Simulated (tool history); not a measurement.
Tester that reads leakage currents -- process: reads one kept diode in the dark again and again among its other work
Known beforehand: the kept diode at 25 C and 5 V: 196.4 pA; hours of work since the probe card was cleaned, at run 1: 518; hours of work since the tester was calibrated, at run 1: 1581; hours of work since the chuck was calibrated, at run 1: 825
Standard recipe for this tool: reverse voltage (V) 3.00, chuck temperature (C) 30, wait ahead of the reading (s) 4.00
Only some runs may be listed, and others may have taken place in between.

run,hour,reverse voltage (V),chuck temperature (C),wait ahead of the reading (s),hours of work since the probe card was cleaned,hours of work since the tester was calibrated,hours of work since the chuck was calibrated,current that the tester gives (pA)
1,0.0,3.00,30,4.00,518,1581,825,243.41
2,50.9,2.62,30,4.00,549,1612,856,231.63
3,123.1,5.63,30,4.00,593,1657,901,313.04
4,163.7,3.00,30,4.00,618,1682,926,244.38
5,216.3,3.00,30,4.00,651,1714,958,243.94
6,285.6,3.00,30,1.51,693,1756,1000,242.49
7,325.6,3.00,30,1.51,718,1781,1025,244.11
8,372.0,3.00,30,1.51,746,1809,1053,244.24
9,401.6,3.00,23,1.51,764,1827,1071,134.87
10,453.2,2.80,35,3.66,796,1859,1103,355.26
11,515.4,3.00,30,2.08,834,1897,1141,244.22
12,575.9,2.77,24,3.84,871,1934,1178,142.33
13,636.3,7.56,53,1.22,908,1971,1215,2037.25
14,705.1,7.56,53,1.22,950,2013,1257,2027.12
15,769.9,7.56,53,1.22,990,2053,1297,2029.02
16,814.3,7.56,53,1.22,1017,2080,1324,2033.53
17,865.6,19.79,39,1.00,1049,2112,1356,1049.66
18,915.1,4.86,57,1.00,1079,2142,1386,2263.58

Below, some changes in current that the tester gives (pA) between adjacent runs. For each, the amount present without the hidden state too (settings, incoming material, random variation) and the amount remaining for the hidden state with gauge scatter not shared by both compared results:
What the log doesn't record here: stray current of the dirty probe card, pA a volt; current scale over the true one, %; true chuck temperature over the reading, C; drift of the gauge itself on leakage_pa, %.
Run 12 -> 13: reverse voltage (V) 2.77 -> 7.56, chuck temperature (C) 24 -> 53, wait ahead of the reading (s) 3.84 -> 1.22. current that the tester gives (pA) +1894.92: hidden state -3.41, all else +1898.33.
